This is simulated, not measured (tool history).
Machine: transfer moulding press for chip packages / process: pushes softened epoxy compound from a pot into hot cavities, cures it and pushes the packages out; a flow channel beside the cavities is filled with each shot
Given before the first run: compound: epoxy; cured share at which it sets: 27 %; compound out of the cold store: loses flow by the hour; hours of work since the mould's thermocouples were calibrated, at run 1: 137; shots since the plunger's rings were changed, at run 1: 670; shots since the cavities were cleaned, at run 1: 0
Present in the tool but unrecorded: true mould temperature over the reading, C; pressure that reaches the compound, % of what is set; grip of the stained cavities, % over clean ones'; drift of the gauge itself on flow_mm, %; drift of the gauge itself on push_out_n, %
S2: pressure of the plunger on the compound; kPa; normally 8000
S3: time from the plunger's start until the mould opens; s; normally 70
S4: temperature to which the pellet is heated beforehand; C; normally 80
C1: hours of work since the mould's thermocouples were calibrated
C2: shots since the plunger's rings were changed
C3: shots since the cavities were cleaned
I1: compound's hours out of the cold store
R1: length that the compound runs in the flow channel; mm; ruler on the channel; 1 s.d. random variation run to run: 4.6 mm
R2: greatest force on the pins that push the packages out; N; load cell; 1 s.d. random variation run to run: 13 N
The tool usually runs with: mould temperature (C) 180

{"run": 1, "hour": 0.0, "mould temperature (C)": 180, "S2": 8000, "S3": 70, "S4": 80, "C1": 137, "C2": 670, "C3": 0, "I1": 22.5, "R1": 689, "R2": 641}
{"hour": 55.5, "done": "cavities cleaned with cleaning compound and waxed"}
{"run": 2, "hour": 60.0, "mould temperature (C)": 180, "S2": 8000, "S3": 70, "S4": 80, "C1": 178, "C2": 1530, "C3": 66, "I1": 35, "R1": 668, "R2": 607}
{"hour": 109.5, "done": "cavities cleaned with cleaning compound and waxed"}
{"run": 3, "hour": 133.9, "mould temperature (C)": 180, "S2": 8000, "S3": 70, "S4": 80, "C1": 228, "C2": 2593, "C3": 358, "I1": 23.6, "R1": 696, "R2": 638}
{"hour": 167.3, "done": "plunger's sealing rings changed"}
{"hour": 168.8, "done": "cavities cleaned with cleaning compound and waxed"}
{"run": 4, "hour": 180.9, "mould temperature (C)": 180, "S2": 8000, "S3": 70, "S4": 80, "C1": 258, "C2": 177, "C3": 177, "I1": 16.7, "R1": 707, "R2": 640}
{"hour": 225.6, "done": "cavities cleaned with cleaning compound and waxed"}
{"run": 5, "hour": 246.0, "mould temperature (C)": 180, "S2": 8000, "S3": 70, "S4": 80, "C1": 302, "C2": 1112, "C3": 300, "I1": 47.6, "R1": 643, "R2": 621}
{"hour": 280.0, "done": "cavities cleaned with cleaning compound and waxed"}
{"run": 6, "hour": 306.4, "mould temperature (C)": 180, "S2": 8000, "S3": 70, "S4": 80, "C1": 343, "C2": 1978, "C3": 389, "I1": 47.2, "R1": 644, "R2": 589}
{"hour": 332.7, "done": "cavities cleaned with cleaning compound and waxed"}
{"run": 7, "hour": 369.1, "mould temperature (C)": 180, "S2": 8000, "S3": 70, "S4": 80, "C1": 386, "C2": 2876, "C3": 535, "I1": 28.6, "R1": 678, "R2": 633}
{"hour": 385.5, "done": "plunger's sealing rings changed"}
{"hour": 392.6, "done": "cavities cleaned with cleaning compound and waxed"}
{"run": 8, "hour": 429.6, "mould temperature (C)": 180, "S2": 8000, "S3": 70, "S4": 71, "C1": 425, "C2": 626, "C3": 544, "I1": 20.7, "R1": 697, "R2": 642}
{"hour": 449.8, "done": "cavities cleaned with cleaning compound and waxed"}
{"run": 9, "hour": 464.3, "mould temperature (C)": 173, "S2": 8000, "S3": 70, "S4": 71, "C1": 448, "C2": 1113, "C3": 212, "I1": 15.8, "R1": 739, "R2": 1050}
{"hour": 504.4, "done": "cavities cleaned with cleaning compound and waxed"}
{"run": 10, "hour": 526.9, "mould temperature (C)": 173, "S2": 8000, "S3": 70, "S4": 71, "C1": 491, "C2": 2011, "C3": 331, "I1": 21.4, "R1": 707, "R2": 1044}
{"hour": 558.1, "done": "cavities cleaned with cleaning compound and waxed"}
{"run": 11, "hour": 586.3, "mould temperature (C)": 180, "S2": 8000, "S3": 70, "S4": 80, "C1": 531, "C2": 2861, "C3": 414, "I1": 29.8, "R1": 673, "R2": 621}
{"hour": 595.1, "done": "mould's thermocouples calibrated"}
{"hour": 608.5, "done": "plunger's sealing rings changed"}
{"hour": 617.1, "done": "cavities cleaned with cleaning compound and waxed"}
{"run": 12, "hour": 626.5, "mould temperature (C)": 180, "S2": 8000, "S3": 70, "S4": 80, "C1": 19, "C2": 243, "C3": 138, "I1": 41.5, "R1": 664, "R2": 619}
{"hour": 671.8, "done": "cavities cleaned with cleaning compound and waxed"}
{"run": 13, "hour": 679.7, "mould temperature (C)": 180, "S2": 8000, "S3": 98, "S4": 80, "C1": 55, "C2": 1001, "C3": 115, "I1": 18.4, "R1": 706, "R2": 424}
{"hour": 726.3, "done": "cavities cleaned with cleaning compound and waxed"}
{"run": 14, "hour": 727.4, "mould temperature (C)": 183, "S2": 6080, "S3": 85, "S4": 80, "C1": 87, "C2": 1680, "C3": 15, "I1": 41.2, "R1": 570, "R2": 420}
{"run": 15, "hour": 769.5, "mould temperature (C)": 183, "S2": 6080, "S3": 85, "S4": 80, "C1": 116, "C2": 2299, "C3": 634, "I1": 22.7, "R1": 606, "R2": 429}
{"hour": 781.3, "done": "cavities cleaned with cleaning compound and waxed"}
{"run": 16, "hour": 807.5, "mould temperature (C)": 183, "S2": 6080, "S3": 85, "S4": 80, "C1": 142, "C2": 2835, "C3": 385, "I1": 13.9, "R1": 611, "R2": 434}
{"hour": 828.3, "done": "plunger's sealing rings changed"}
{"hour": 839.9, "done": "cavities cleaned with cleaning compound and waxed"}
{"run": 17, "hour": 889.5, "mould temperature (C)": 180, "S2": 8000, "S3": 95, "S4": 80, "C1": 196, "C2": 877, "C3": 727, "I1": 33.3, "R1": 671, "R2": 431}
{"hour": 897.5, "done": "cavities cleaned with cleaning compound and waxed"}
{"hour": 953.0, "done": "cavities cleaned with cleaning compound and waxed"}
{"run": 18, "hour": 953.8, "mould temperature (C)": 180, "S2": 8000, "S3": 95, "S4": 80, "C1": 239, "C2": 1778, "C3": 12, "I1": 36.5, "R1": 668, "R2": 430}
{"run": 19, "hour": 985.4, "mould temperature (C)": 180, "S2": 8000, "S3": 95, "S4": 80, "C1": 261, "C2": 2242, "C3": 476, "I1": 27, "R1": 680, "R2": 408}
{"hour": 1006.2, "done": "cavities cleaned with cleaning compound and waxed"}
{"run": 20, "hour": 1032.6, "mould temperature (C)": 184, "S2": 7670, "S3": 70, "S4": 80, "C1": 292, "C2": 2913, "C3": 387, "I1": 10.3, "R1": 702, "R2": 537}
{"hour": 1044.5, "done": "plunger's sealing rings changed"}
{"hour": 1064.1, "done": "cavities cleaned with cleaning compound and waxed"}
{"run": 21, "hour": 1089.1, "mould temperature (C)": 184, "S2": 7670, "S3": 70, "S4": 80, "C1": 329, "C2": 634, "C3": 368, "I1": 13.7, "R1": 691, "R2": 526}
{"hour": 1117.0, "done": "cavities cleaned with cleaning compound and waxed"}
{"run": 22, "hour": 1136.4, "mould temperature (C)": 184, "S2": 7670, "S3": 70, "S4": 80, "C1": 361, "C2": 1306, "C3": 284, "I1": 22.5, "R1": 669, "R2": 533}
{"hour": 1171.0, "done": "cavities cleaned with cleaning compound and waxed"}
{"run": 23, "hour": 1176.3, "mould temperature (C)": 180, "S2": 8000, "S3": 60, "S4": 74, "C1": 387, "C2": 1870, "C3": 78, "I1": 38.7, "R1": 670, "R2": 944}
{"hour": 1226.5, "done": "cavities cleaned with cleaning compound and waxed"}
{"run": 24, "hour": 1227.7, "mould temperature (C)": 180, "S2": 6190, "S3": 68, "S4": 80, "C1": 422, "C2": 2604, "C3": 19, "I1": 19.8, "R1": 615, "R2": 676}
{"hour": 1264.2, "done": "plunger's sealing rings changed"}
{"hour": 1282.6, "done": "cavities cleaned with cleaning compound and waxed"}
{"run": 25, "hour": 1290.5, "mould temperature (C)": 180, "S2": 8000, "S3": 90, "S4": 87, "C1": 463, "C2": 365, "C3": 116, "I1": 18.8, "R1": 697, "R2": 441}

Hidden condition of the tool, last listed run before each entry between runs versus first listed run after:
After run 1, before run 2: cavities cleaned with cleaning compound and waxed (hour 55.5)
  pressure that reaches the compound, % of what is set: 99.96 -> 99.92; grip of the stained cavities, % over clean ones': 0 -> 0.2
After run 2, before run 3: cavities cleaned with cleaning compound and waxed (hour 109.5)
  pressure that reaches the compound, % of what is set: 99.92 -> 99.87; grip of the stained cavities, % over clean ones': 0.2 -> 0.8
After run 3, before run 4: plunger's sealing rings changed (hour 167.3); cavities cleaned with cleaning compound and waxed (hour 168.8)
  pressure that reaches the compound, % of what is set: 99.87 -> 99.99; grip of the stained cavities, % over clean ones': 0.8 -> 0.5
After run 4, before run 5: cavities cleaned with cleaning compound and waxed (hour 225.6)
  pressure that reaches the compound, % of what is set: 99.99 -> 99.94; grip of the stained cavities, % over clean ones': 0.5 -> 0.7
After run 5, before run 6: cavities cleaned with cleaning compound and waxed (hour 280)
  pressure that reaches the compound, % of what is set: 99.94 -> 99.91; grip of the stained cavities, % over clean ones': 0.7 -> 0.9
After run 6, before run 7: cavities cleaned with cleaning compound and waxed (hour 332.7)
  pressure that reaches the compound, % of what is set: 99.91 -> 99.87; grip of the stained cavities, % over clean ones': 0.9 -> 1
After run 7, before run 8: plunger's sealing rings changed (hour 385.5); cavities cleaned with cleaning compound and waxed (hour 392.6)
  pressure that reaches the compound, % of what is set: 99.87 -> 99.97; grip of the stained cavities, % over clean ones': 1 -> 1.1
After run 8, before run 9: cavities cleaned with cleaning compound and waxed (hour 449.8)
  true mould temperature over the reading, C: 0.01 -> 0.02; pressure that reaches the compound, % of what is set: 99.97 -> 99.95; grip of the stained cavities, % over clean ones': 1.1 -> 0.5
After run 9, before run 10: cavities cleaned with cleaning compound and waxed (hour 504.4)
  pressure that reaches the compound, % of what is set: 99.95 -> 99.91; grip of the stained cavities, % over clean ones': 0.5 -> 0.7
After run 10, before run 11: cavities cleaned with cleaning compound and waxed (hour 558.1)
  pressure that reaches the compound, % of what is set: 99.91 -> 99.87; grip of the stained cavities, % over clean ones': 0.7 -> 0.9
After run 11, before run 12: mould's thermocouples calibrated (hour 595.1); plunger's sealing rings changed (hour 608.5); cavities cleaned with cleaning compound and waxed (hour 617.1)
  true mould temperature over the reading, C: 0.02 -> 0; pressure that reaches the compound, % of what is set: 99.87 -> 99.98; grip of the stained cavities, % over clean ones': 0.9 -> 0.4
After run 12, before run 13: cavities cleaned with cleaning compound and waxed (hour 671.8)
  pressure that reaches the compound, % of what is set: 99.98 -> 99.95; grip of the stained cavities, % over clean ones': 0.4 -> 0.3
After run 13, before run 14: cavities cleaned with cleaning compound and waxed (hour 726.3)
  pressure that reaches the compound, % of what is set: 99.95 -> 99.92; grip of the stained cavities, % over clean ones': 0.3 -> 0.1
After run 15, before run 16: cavities cleaned with cleaning compound and waxed (hour 781.3)
  pressure that reaches the compound, % of what is set: 99.89 -> 99.86; grip of the stained cavities, % over clean ones': 1.1 -> 0.8
After run 16, before run 17: plunger's sealing rings changed (hour 828.3); cavities cleaned with cleaning compound and waxed (hour 839.9)
  true mould temperature over the reading, C: 0 -> 0.01; pressure that reaches the compound, % of what is set: 99.86 -> 99.96; grip of the stained cavities, % over clean ones': 0.8 -> 1.3
After run 17, before run 18: cavities cleaned with cleaning compound and waxed (hour 897.5); cavities cleaned with cleaning compound and waxed (hour 953)
  pressure that reaches the compound, % of what is set: 99.96 -> 99.92; grip of the stained cavities, % over clean ones': 1.3 -> 0
After run 19, before run 20: cavities cleaned with cleaning compound and waxed (hour 1006.2)
  pressure that reaches the compound, % of what is set: 99.9 -> 99.87; grip of the stained cavities, % over clean ones': 0.9 -> 0.8
After run 20, before run 21: plunger's sealing rings changed (hour 1044.5); cavities cleaned with cleaning compound and waxed (hour 1064.1)
  pressure that reaches the compound, % of what is set: 99.87 -> 99.97
After run 21, before run 22: cavities cleaned with cleaning compound and waxed (hour 1117)
  pressure that reaches the compound, % of what is set: 99.97 -> 99.94; grip of the stained cavities, % over clean ones': 0.8 -> 0.6
After run 22, before run 23: cavities cleaned with cleaning compound and waxed (hour 1171)
  pressure that reaches the compound, % of what is set: 99.94 -> 99.91; grip of the stained cavities, % over clean ones': 0.6 -> 0.2
After run 23, before run 24: cavities cleaned with cleaning compound and waxed (hour 1226.5)
  pressure that reaches the compound, % of what is set: 99.91 -> 99.88; grip of the stained cavities, % over clean ones': 0.2 -> 0.1
After run 24, before run 25: plunger's sealing rings changed (hour 1264.2); cavities cleaned with cleaning compound and waxed (hour 1282.6)
  pressure that reaches the compound, % of what is set: 99.88 -> 99.98; grip of the stained cavities, % over clean ones': 0.1 -> 0.4

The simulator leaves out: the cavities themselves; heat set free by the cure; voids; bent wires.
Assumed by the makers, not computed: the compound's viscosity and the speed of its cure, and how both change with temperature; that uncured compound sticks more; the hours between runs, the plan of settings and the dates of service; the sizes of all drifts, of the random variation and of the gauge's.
